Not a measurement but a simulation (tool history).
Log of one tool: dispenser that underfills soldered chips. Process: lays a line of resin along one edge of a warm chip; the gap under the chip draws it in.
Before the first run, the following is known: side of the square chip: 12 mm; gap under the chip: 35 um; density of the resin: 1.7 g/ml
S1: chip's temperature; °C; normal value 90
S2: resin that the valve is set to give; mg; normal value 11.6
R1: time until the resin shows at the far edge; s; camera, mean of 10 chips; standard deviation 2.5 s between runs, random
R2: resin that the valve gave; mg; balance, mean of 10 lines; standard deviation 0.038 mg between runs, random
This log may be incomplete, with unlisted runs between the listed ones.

{"run": 1, "hour": 0.0, "S1": 90, "S2": 11.6, "R1": 267.4, "R2": 11.28}
{"hour": 11.2, "done": "new syringe of resin"}
{"run": 2, "hour": 13.4, "S1": 104, "S2": 11.6, "R1": 164.7, "R2": 11.19}
{"hour": 24.6, "done": "new syringe of resin"}
{"run": 3, "hour": 26.9, "S1": 90, "S2": 11.6, "R1": 266.8, "R2": 11.25}
{"hour": 30.5, "done": "dispensing valve cleaned and set on the balance"}
{"run": 4, "hour": 33.6, "S1": 90, "S2": 11.6, "R1": 317.3, "R2": 11.54}
{"hour": 39.1, "done": "new syringe of resin"}
{"run": 5, "hour": 41.4, "S1": 90, "S2": 11.6, "R1": 274.2, "R2": 11.55}
{"run": 6, "hour": 50.9, "S1": 90, "S2": 11.6, "R1": 377.8, "R2": 11.5}
{"hour": 52.5, "done": "new syringe of resin"}
{"run": 7, "hour": 64.4, "S1": 90, "S2": 11.6, "R1": 385.1, "R2": 11.37}
{"hour": 65.8, "done": "new syringe of resin"}
{"run": 8, "hour": 72.7, "S1": 90, "S2": 10.7, "R1": 329.2, "R2": 10.44}
{"hour": 79.5, "done": "new syringe of resin"}
{"run": 9, "hour": 82.3, "S1": 90, "S2": 10.7, "R1": 294.9, "R2": 10.46}
{"hour": 93.4, "done": "new syringe of resin"}
{"run": 10, "hour": 94.6, "S1": 90, "S2": 11.6, "R1": 266.9, "R2": 11.38}
{"run": 11, "hour": 102.2, "S1": 93, "S2": 11.6, "R1": 307.3, "R2": 11.28}
{"hour": 107.1, "done": "new syringe of resin"}
{"run": 12, "hour": 109.9, "S1": 93, "S2": 11.6, "R1": 248.9, "R2": 11.24}
{"run": 13, "hour": 117.6, "S1": 93, "S2": 11.6, "R1": 330.7, "R2": 11.25}
{"hour": 120.7, "done": "new syringe of resin"}
{"run": 14, "hour": 128.5, "S1": 90, "S2": 11.6, "R1": 336.8, "R2": 11.13}
{"hour": 130.4, "done": "dispensing valve cleaned and set on the balance"}
{"hour": 135.7, "done": "new syringe of resin"}
{"run": 15, "hour": 140.2, "S1": 90, "S2": 15.1, "R1": 289.3, "R2": 15}
{"hour": 149.2, "done": "new syringe of resin"}
{"run": 16, "hour": 151.6, "S1": 95, "S2": 15.1, "R1": 224.4, "R2": 15.01}
{"run": 17, "hour": 157.7, "S1": 95, "S2": 15.1, "R1": 281, "R2": 14.99}
{"hour": 163.5, "done": "new syringe of resin"}
{"run": 18, "hour": 165.3, "S1": 90, "S2": 14.7, "R1": 269.7, "R2": 14.55}
{"run": 19, "hour": 175.8, "S1": 100, "S2": 12.9, "R1": 269, "R2": 12.77}
{"hour": 177.3, "done": "new syringe of resin"}
{"run": 20, "hour": 181.9, "S1": 77, "S2": 14.5, "R1": 499.7, "R2": 14.22}
{"hour": 190.7, "done": "new syringe of resin"}
{"run": 21, "hour": 194.7, "S1": 77, "S2": 14.5, "R1": 496.2, "R2": 14.22}
{"hour": 204.2, "done": "new syringe of resin"}
{"run": 22, "hour": 206.9, "S1": 88, "S2": 13.1, "R1": 299.7, "R2": 12.73}
{"run": 23, "hour": 214.8, "S1": 88, "S2": 13.1, "R1": 397.4, "R2": 12.74}
{"hour": 218.2, "done": "new syringe of resin"}
{"run": 24, "hour": 222.0, "S1": 97, "S2": 13, "R1": 219.2, "R2": 12.63}
{"hour": 229.9, "done": "dispensing valve cleaned and set on the balance"}
{"run": 25, "hour": 230.9, "S1": 97, "S2": 13, "R1": 285.4, "R2": 13.02}
{"hour": 232.4, "done": "new syringe of resin"}
{"run": 26, "hour": 243.1, "S1": 76, "S2": 13.3, "R1": 661.2, "R2": 13.31}
{"hour": 246.4, "done": "new syringe of resin"}
{"run": 27, "hour": 249.3, "S1": 95, "S2": 13.3, "R1": 236.1, "R2": 13.19}
{"run": 28, "hour": 257.9, "S1": 81, "S2": 13.3, "R1": 554.6, "R2": 13.09}
{"hour": 260.0, "done": "new syringe of resin"}
{"run": 29, "hour": 265.0, "S1": 81, "S2": 13.3, "R1": 444.5, "R2": 13.12}
{"hour": 273.7, "done": "new syringe of resin"}
{"run": 30, "hour": 275.6, "S1": 83, "S2": 11.6, "R1": 369, "R2": 11.43}
{"hour": 287.5, "done": "new syringe of resin"}
{"run": 31, "hour": 287.5, "S1": 83, "S2": 11.6, "R1": 351, "R2": 11.37}
{"run": 32, "hour": 297.1, "S1": 83, "S2": 11.6, "R1": 498.3, "R2": 11.31}
{"hour": 300.8, "done": "new syringe of resin"}
{"run": 33, "hour": 308.8, "S1": 83, "S2": 11.6, "R1": 461.9, "R2": 11.27}
{"hour": 314.6, "done": "new syringe of resin"}
{"run": 34, "hour": 319.4, "S1": 90, "S2": 14.9, "R1": 304.4, "R2": 14.48}
{"run": 35, "hour": 326.2, "S1": 94, "S2": 14.9, "R1": 320.1, "R2": 14.44}
{"hour": 328.7, "done": "new syringe of resin"}
{"hour": 329.7, "done": "dispensing valve cleaned and set on the balance"}
{"run": 36, "hour": 336.5, "S1": 87, "S2": 10.2, "R1": 403, "R2": 10.16}

Hidden state or all else? Some run-to-run changes of R1, split into what the settings, what came in and random variation would give without the hidden state, and what is left for the hidden state (with any gauge scatter that isn't in both results):
The hidden state here: resin's viscosity, % of fresh resin's; dose that the valve gives, % of what is set; true chip temperature over the reading, C; drift of the gauge itself on fill_s, %; drift of the gauge itself on given_mg, %.
Run 25 -> 26: S1 97 -> 76, S2 13 -> 13.3, new syringe of resin. R1 +375.8 s: hidden state +130, all else +245.8.
Run 26 -> 27: S1 76 -> 95, new syringe of resin. R1 -425.1 s: hidden state -195.1, all else -230.
Run 27 -> 28: S1 95 -> 81. R1 +318.5 s: hidden state +173, all else +145.5.
Run 31 -> 32: nothing adjusted, nothing logged. R1 +147.3 s: hidden state +142.1, all else +5.2.

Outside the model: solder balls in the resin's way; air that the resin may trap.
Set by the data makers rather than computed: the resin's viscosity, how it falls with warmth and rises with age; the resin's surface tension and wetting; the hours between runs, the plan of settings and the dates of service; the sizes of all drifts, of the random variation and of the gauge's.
